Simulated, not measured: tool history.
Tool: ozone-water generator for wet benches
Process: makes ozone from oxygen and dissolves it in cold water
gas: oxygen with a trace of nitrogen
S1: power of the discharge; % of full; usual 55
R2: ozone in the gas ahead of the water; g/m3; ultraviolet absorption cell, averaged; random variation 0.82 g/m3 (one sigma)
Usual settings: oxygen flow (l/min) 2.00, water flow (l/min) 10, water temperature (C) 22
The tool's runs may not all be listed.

{"run": 1, "hour": 0.0, "S1": 55, "oxygen flow (l/min)": 2.0, "water flow (l/min)": 10, "water temperature (C)": 22, "dissolved ozone (ppm)": 11.31, "R2": 127.7}
{"run": 2, "hour": 15.7, "S1": 55, "oxygen flow (l/min)": 2.0, "water flow (l/min)": 10, "water temperature (C)": 22, "dissolved ozone (ppm)": 11.26, "R2": 127.1}
{"run": 3, "hour": 32.6, "S1": 55, "oxygen flow (l/min)": 2.0, "water flow (l/min)": 10, "water temperature (C)": 22, "dissolved ozone (ppm)": 11.16, "R2": 126.2}
{"run": 4, "hour": 52.0, "S1": 55, "oxygen flow (l/min)": 2.0, "water flow (l/min)": 10, "water temperature (C)": 22, "dissolved ozone (ppm)": 11.22, "R2": 127.0}
{"run": 5, "hour": 75.6, "S1": 55, "oxygen flow (l/min)": 2.0, "water flow (l/min)": 10, "water temperature (C)": 22, "dissolved ozone (ppm)": 11.21, "R2": 127.2}
{"run": 6, "hour": 101.7, "S1": 82, "oxygen flow (l/min)": 2.0, "water flow (l/min)": 10, "water temperature (C)": 22, "dissolved ozone (ppm)": 13.58, "R2": 154.3}
{"run": 7, "hour": 125.1, "S1": 55, "oxygen flow (l/min)": 2.27, "water flow (l/min)": 10, "water temperature (C)": 22, "dissolved ozone (ppm)": 11.02, "R2": 117.6}
{"run": 8, "hour": 155.6, "S1": 55, "oxygen flow (l/min)": 2.27, "water flow (l/min)": 10, "water temperature (C)": 22, "dissolved ozone (ppm)": 11.08, "R2": 116.2}
{"run": 9, "hour": 187.7, "S1": 55, "oxygen flow (l/min)": 2.27, "water flow (l/min)": 10, "water temperature (C)": 22, "dissolved ozone (ppm)": 11.26, "R2": 115.8}
{"run": 10, "hour": 220.3, "S1": 55, "oxygen flow (l/min)": 1.87, "water flow (l/min)": 10, "water temperature (C)": 22, "dissolved ozone (ppm)": 11.25, "R2": 132.4}
{"run": 11, "hour": 241.4, "S1": 55, "oxygen flow (l/min)": 1.87, "water flow (l/min)": 10, "water temperature (C)": 22, "dissolved ozone (ppm)": 11.17, "R2": 132.9}
{"run": 12, "hour": 256.0, "S1": 95, "oxygen flow (l/min)": 2.0, "water flow (l/min)": 10, "water temperature (C)": 22, "dissolved ozone (ppm)": 14.77, "R2": 166.1}
{"run": 13, "hour": 289.0, "S1": 95, "oxygen flow (l/min)": 2.0, "water flow (l/min)": 10, "water temperature (C)": 22, "dissolved ozone (ppm)": 14.85, "R2": 164.3}
{"hour": 291.2, "done": "water thermometer calibrated"}
{"run": 14, "hour": 323.3, "S1": 95, "oxygen flow (l/min)": 2.0, "water flow (l/min)": 10, "water temperature (C)": 22, "dissolved ozone (ppm)": 14.71, "R2": 164.5}
{"run": 15, "hour": 340.7, "S1": 95, "oxygen flow (l/min)": 2.0, "water flow (l/min)": 10, "water temperature (C)": 22, "dissolved ozone (ppm)": 14.71, "R2": 166.2}
{"run": 16, "hour": 358.4, "S1": 95, "oxygen flow (l/min)": 2.0, "water flow (l/min)": 10, "water temperature (C)": 22, "dissolved ozone (ppm)": 14.55, "R2": 163.3}
{"hour": 378.4, "done": "water thermometer calibrated, once more"}
{"run": 17, "hour": 379.6, "S1": 55, "oxygen flow (l/min)": 1.46, "water flow (l/min)": 11, "water temperature (C)": 22, "dissolved ozone (ppm)": 10.56, "R2": 152.9}
{"run": 18, "hour": 393.5, "S1": 55, "oxygen flow (l/min)": 3.3, "water flow (l/min)": 10, "water temperature (C)": 20, "dissolved ozone (ppm)": 11.2, "R2": 91.9}
{"run": 19, "hour": 410.6, "S1": 55, "oxygen flow (l/min)": 3.36, "water flow (l/min)": 15, "water temperature (C)": 17, "dissolved ozone (ppm)": 8.54, "R2": 92.0}
{"run": 20, "hour": 427.0, "S1": 62, "oxygen flow (l/min)": 3.36, "water flow (l/min)": 15, "water temperature (C)": 17, "dissolved ozone (ppm)": 9.21, "R2": 96.8}
{"run": 21, "hour": 458.4, "S1": 99, "oxygen flow (l/min)": 2.0, "water flow (l/min)": 10, "water temperature (C)": 28, "dissolved ozone (ppm)": 13.87, "R2": 167.9}
{"run": 22, "hour": 485.3, "S1": 43, "oxygen flow (l/min)": 2.0, "water flow (l/min)": 10, "water temperature (C)": 22, "dissolved ozone (ppm)": 10.08, "R2": 111.4}
{"run": 23, "hour": 516.4, "S1": 55, "oxygen flow (l/min)": 2.0, "water flow (l/min)": 6, "water temperature (C)": 22, "dissolved ozone (ppm)": 16.03, "R2": 125.2}
{"run": 24, "hour": 538.5, "S1": 55, "oxygen flow (l/min)": 2.0, "water flow (l/min)": 6, "water temperature (C)": 22, "dissolved ozone (ppm)": 15.85, "R2": 125.7}
{"run": 25, "hour": 563.3, "S1": 55, "oxygen flow (l/min)": 2.57, "water flow (l/min)": 6, "water temperature (C)": 26, "dissolved ozone (ppm)": 14.18, "R2": 106.8}
{"run": 26, "hour": 581.8, "S1": 55, "oxygen flow (l/min)": 2.57, "water flow (l/min)": 6, "water temperature (C)": 26, "dissolved ozone (ppm)": 14.06, "R2": 107.2}
{"run": 27, "hour": 597.1, "S1": 55, "oxygen flow (l/min)": 2.57, "water flow (l/min)": 6, "water temperature (C)": 26, "dissolved ozone (ppm)": 13.97, "R2": 106.1}
{"run": 28, "hour": 627.3, "S1": 55, "oxygen flow (l/min)": 2.57, "water flow (l/min)": 6, "water temperature (C)": 26, "dissolved ozone (ppm)": 13.99, "R2": 107.9}
{"run": 29, "hour": 660.6, "S1": 55, "oxygen flow (l/min)": 2.57, "water flow (l/min)": 6, "water temperature (C)": 26, "dissolved ozone (ppm)": 14.07, "R2": 107.3}
{"run": 30, "hour": 691.0, "S1": 73, "oxygen flow (l/min)": 2.49, "water flow (l/min)": 11, "water temperature (C)": 25, "dissolved ozone (ppm)": 11.39, "R2": 124.6}
{"run": 31, "hour": 714.8, "S1": 73, "oxygen flow (l/min)": 2.49, "water flow (l/min)": 11, "water temperature (C)": 25, "dissolved ozone (ppm)": 11.46, "R2": 126.1}

Run 32 comes next. What will it give?
{"run": 32, "hour": 732.4, "S1": 55, "oxygen flow (l/min)": 1.58, "water flow (l/min)": 15, "water temperature (C)": 22, "dissolved ozone (ppm)": "?", "R2": "?"}

dissolved ozone (ppm): 7.89
R2: 143.8 g/m3
Without the tool's hidden state the same run would have given dissolved ozone (ppm) 8.31, R2 149.6 g/m3.
